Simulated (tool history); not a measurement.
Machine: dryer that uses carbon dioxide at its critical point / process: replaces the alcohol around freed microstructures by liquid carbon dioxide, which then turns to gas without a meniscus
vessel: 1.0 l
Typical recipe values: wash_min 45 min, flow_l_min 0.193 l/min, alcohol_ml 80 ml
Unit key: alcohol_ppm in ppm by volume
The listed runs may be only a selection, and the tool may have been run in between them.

run   hour  wash_min  flow_l_min  alcohol_ml  alcohol_ppm
  1    0.0        45       0.193          80          221
  2   45.0        45       0.193          80          237
  3   84.2        45       0.193          80          245
  4  118.2        27       0.193          80         1147
  5  151.4        45       0.193         103          268
     159.5  -- purifier's bed changed
     204.0  -- inlet filter changed
  6  204.6        45       0.193         103           39
  7  234.8        45       0.193         103           48
  8  257.8        45       0.193         103           53
  9  301.5        45       0.193         103           67
 10  341.9        39       0.193          80          120
 11  370.8        39       0.193          80          125
 12  423.0        39       0.193          80          137

Run 13 is up next; what results do you expect?
 13  450.2        39       0.193         117            ?

alcohol_ppm: 180 ppm by volume
With the hidden condition absent and the run-to-run variation left alone, this run would have shown alcohol_ppm 96 ppm by volume.
